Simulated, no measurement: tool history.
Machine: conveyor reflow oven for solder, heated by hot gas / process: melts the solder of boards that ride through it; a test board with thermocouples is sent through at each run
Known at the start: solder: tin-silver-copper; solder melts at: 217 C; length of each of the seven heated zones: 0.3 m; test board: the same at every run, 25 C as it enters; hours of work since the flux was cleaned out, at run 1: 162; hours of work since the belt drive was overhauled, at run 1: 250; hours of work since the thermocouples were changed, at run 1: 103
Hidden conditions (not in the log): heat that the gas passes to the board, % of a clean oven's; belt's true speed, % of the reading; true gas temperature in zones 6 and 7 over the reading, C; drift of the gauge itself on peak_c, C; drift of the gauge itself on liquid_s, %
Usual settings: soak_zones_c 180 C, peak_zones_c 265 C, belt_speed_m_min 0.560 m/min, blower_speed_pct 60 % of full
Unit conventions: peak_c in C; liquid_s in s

run	hour	soak_zones_c	peak_zones_c	belt_speed_m_min	blower_speed_pct	hours of work since the flux was cleaned out	hours of work since the belt drive was overhauled	hours of work since the thermocouples were changed	peak_c	liquid_s
1	0.0	180	265	0.560	60	162	250	103	247.7	46.9
2	37.2	180	265	0.560	60	179	267	120	248.3	46.9
3	58.8	180	265	0.560	60	189	278	131	247.9	47.0
4	86.5	180	265	0.560	60	202	291	144	247.4	47.4
5	107.7	180	265	0.560	60	212	301	154	247.8	46.7
6	141.9	180	265	0.560	60	228	317	170	247.6	46.7
7	164.2	180	265	0.560	60	239	327	180	247.0	46.8
8	184.5	180	265	0.490	60	248	337	190	251.6	57.5
9	224.6	178	265	0.560	60	267	356	209	246.7	45.5
10	263.4	176	265	0.560	60	285	374	227	246.3	44.8
11	294.5	180	265	0.560	60	300	389	241	247.0	46.6
12	320.0	180	265	0.560	60	312	401	253	246.7	46.3
13	340.8	180	265	0.560	60	322	410	263	246.6	46.4
14	381.5	171	265	0.560	60	341	429	282	244.5	41.6
15	419.9	171	265	0.560	60	359	448	300	244.4	41.6
16	448.7	171	265	0.560	60	373	461	314	244.8	41.7
17	483.1	171	265	0.560	60	389	477	330	244.2	41.7
18	517.7	180	265	0.560	51	405	494	346	242.4	41.9
19	537.8	180	279	0.479	71	415	503	356	266.0	67.6
20	572.4	191	274	0.640	60	431	519	372	251.0	45.4
21	607.3	178	266	0.623	56	447	536	389	240.8	34.6
# hour 613.4: belt drive overhauled, speed set with a stopwatch
22	636.0	178	268	0.594	61	459	11	400	246.4	42.4
23	656.6	176	276	0.594	61	469	20	410	252.4	46.1
# hour 664.9: flux residue cleaned out of gas plates and filters
24	680.5	176	276	0.477	61	7	29	419	262.3	65.6
# hour 709.6: belt drive overhauled, speed set with a stopwatch, once more
25	709.6	172	265	0.559	60	19	0	431	246.5	43.4
26	727.5	172	265	0.559	60	28	8	439	246.7	43.4
27	768.3	179	271	0.582	60	47	28	458	251.1	46.4
28	786.7	168	265	0.650	68	55	36	467	243.5	33.7
29	821.0	168	265	0.650	68	72	52	483	243.2	33.3
30	847.9	167	265	0.499	60	84	65	496	248.7	49.7

Below, some changes in peak_c between adjacent runs. For each, the amount present without the hidden state too (settings, incoming material, random variation) and the amount remaining for the hidden state with gauge scatter not shared by both compared results:
Run 13 -> 14: soak_zones_c 180 -> 171. peak_c -2.1 C: hidden state -0.4, all else -1.7.
Run 18 -> 19: peak_zones_c 265 -> 279, belt_speed_m_min 0.560 -> 0.479, blower_speed_pct 51 -> 71. peak_c +23.6 C: hidden state -0.3, all else +23.9.
Run 19 -> 20: soak_zones_c 180 -> 191, peak_zones_c 279 -> 274, belt_speed_m_min 0.479 -> 0.640, blower_speed_pct 71 -> 60. peak_c -15.0 C: hidden state -0.4, all else -14.6.
Run 23 -> 24: belt_speed_m_min 0.594 -> 0.477, flux residue cleaned out of gas plates and filters. peak_c +9.9 C: hidden state +3.3, all else +6.6.
Run 24 -> 25: soak_zones_c 176 -> 172, peak_zones_c 276 -> 265, belt_speed_m_min 0.477 -> 0.559, blower_speed_pct 61 -> 60, belt drive overhauled, speed set with a stopwatch, once more. peak_c -15.8 C: hidden state -0.7, all else -15.1.
